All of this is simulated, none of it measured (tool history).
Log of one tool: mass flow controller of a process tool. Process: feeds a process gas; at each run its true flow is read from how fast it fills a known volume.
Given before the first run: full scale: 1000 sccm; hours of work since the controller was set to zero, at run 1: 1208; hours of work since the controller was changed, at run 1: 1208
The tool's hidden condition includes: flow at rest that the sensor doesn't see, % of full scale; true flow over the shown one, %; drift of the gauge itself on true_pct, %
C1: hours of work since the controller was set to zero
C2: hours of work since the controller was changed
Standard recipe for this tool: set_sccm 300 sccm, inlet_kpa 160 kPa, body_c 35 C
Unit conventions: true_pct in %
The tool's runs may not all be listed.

run 1 day=0 | set_sccm=300 inlet_kpa=160 body_c=35 | C1=1208 C2=1208 | true_pct=96.68
run 2 day=1.971 | set_sccm=300 inlet_kpa=165 body_c=35 | C1=1243 C2=1243 | true_pct=96.69
run 3 day=5.638 | set_sccm=300 inlet_kpa=165 body_c=35 | C1=1307 C2=1307 | true_pct=96.39
run 4 day=7.717 | set_sccm=922 inlet_kpa=160 body_c=35 | C1=1343 C2=1343 | true_pct=98.33
run 5 day=11.854 | set_sccm=300 inlet_kpa=160 body_c=35 | C1=1415 C2=1415 | true_pct=96.36
run 6 day=13.883 | set_sccm=366 inlet_kpa=160 body_c=35 | C1=1451 C2=1451 | true_pct=96.68
run 7 day=17.112 | set_sccm=300 inlet_kpa=160 body_c=35 | C1=1507 C2=1507 | true_pct=96.38
run 8 day=21.046 | set_sccm=300 inlet_kpa=160 body_c=35 | C1=1576 C2=1576 | true_pct=96.32
run 9 day=23.267 | set_sccm=300 inlet_kpa=160 body_c=35 | C1=1614 C2=1614 | true_pct=96.35
run 10 day=27.096 | set_sccm=306 inlet_kpa=160 body_c=35 | C1=1681 C2=1681 | true_pct=96.36
run 11 day=30.929 | set_sccm=300 inlet_kpa=276 body_c=36 | C1=1748 C2=1748 | true_pct=95.46
run 12 day=35.188 | set_sccm=198 inlet_kpa=140 body_c=23 | C1=1822 C2=1822 | true_pct=97.26
run 13 day=37.383 | set_sccm=895 inlet_kpa=176 body_c=37 | C1=1861 C2=1861 | true_pct=97.62
run 14 day=39.6 | set_sccm=895 inlet_kpa=176 body_c=37 | C1=1900 C2=1900 | true_pct=97.63
run 15 day=43.988 | set_sccm=895 inlet_kpa=176 body_c=37 | C1=1976 C2=1976 | true_pct=97.74
run 16 day=48.112 | set_sccm=389 inlet_kpa=160 body_c=35 | C1=2048 C2=2048 | true_pct=96.57

The next listed run, before its measurement:
run 17 day=51.546 | set_sccm=122 inlet_kpa=264 body_c=33 | C1=2108 C2=2108 | true_pct=?

Run 17 yielded true_pct 94.54 %.
With no hidden state in the tool, this same run would have given true_pct 96.6 %.
